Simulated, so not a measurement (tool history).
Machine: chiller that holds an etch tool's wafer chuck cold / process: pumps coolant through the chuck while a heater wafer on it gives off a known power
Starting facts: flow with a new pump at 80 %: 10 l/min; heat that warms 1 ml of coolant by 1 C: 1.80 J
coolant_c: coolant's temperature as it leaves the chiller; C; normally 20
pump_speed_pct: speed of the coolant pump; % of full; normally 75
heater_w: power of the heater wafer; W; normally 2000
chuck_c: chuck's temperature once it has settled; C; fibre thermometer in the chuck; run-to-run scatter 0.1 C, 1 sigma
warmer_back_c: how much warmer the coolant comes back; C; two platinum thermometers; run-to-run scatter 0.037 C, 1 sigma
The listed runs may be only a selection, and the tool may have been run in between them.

run,day,coolant_c,pump_speed_pct,heater_w,chuck_c,warmer_back_c
1,0,20,75,2000,33.7,7.2
2,3.396,26,75,2000,39.9,7.21
3,9.458,11,75,2000,24.7,7.3
# day 9.846: chiller's thermometer calibrated
4,16.483,11,75,2000,24.7,7.19
5,20.05,11,75,2000,24.8,7.19
6,25.812,11,75,2000,24.6,7.29
7,33,11,75,2000,24.7,7.28
8,36.875,20,75,2000,33.7,7.22
9,44.554,16,75,2000,29.7,7.26
10,51.562,12,75,2000,25.7,7.33
11,57.633,12,75,2000,25.8,7.32
12,63.717,20,75,2000,33.7,7.32
13,67.838,20,75,2124,34.5,7.72
14,71.846,12,87,1011,18.3,3.21
15,74.962,21,61,1383,32.1,6.42
16,78.583,21,61,1383,32,6.46
17,85.283,14,61,2682,35.4,12.32
18,92.546,14,61,2682,35.2,12.33
19,98.917,14,61,2192,31.3,10.11
# day 100.55: gauge calibrated
20,104.204,14,94,2192,26.7,6.11
21,111.371,14,94,2192,26.7,6.08
22,116.529,15,70,2192,31,8.56
23,123.621,20,75,2473,36.8,8.94
24,129.104,10,82,2796,27.9,9.15
25,133.846,20,89,2000,32.1,6.07
26,140.088,29,67,2607,48.6,10.73

What if the next run were any one of these 4? Each begins from the tool's condition after run 26:
A,144.475,21,65,2000,?,?
B,144.475,13,67,2607,?,?
C,144.475,14,75,2000,?,?
D,144.475,29,67,1797,?,?

run,chuck_c,warmer_back_c
A,36,8.49
B,32.5,10.67
C,27.7,7.32
D,42.3,7.44
Without the tool's unlogged condition, the same runs would have read:
run,chuck_c,warmer_back_c
A,36,8.4
B,32.5,10.57
C,27.7,7.23
D,42.2,7.35
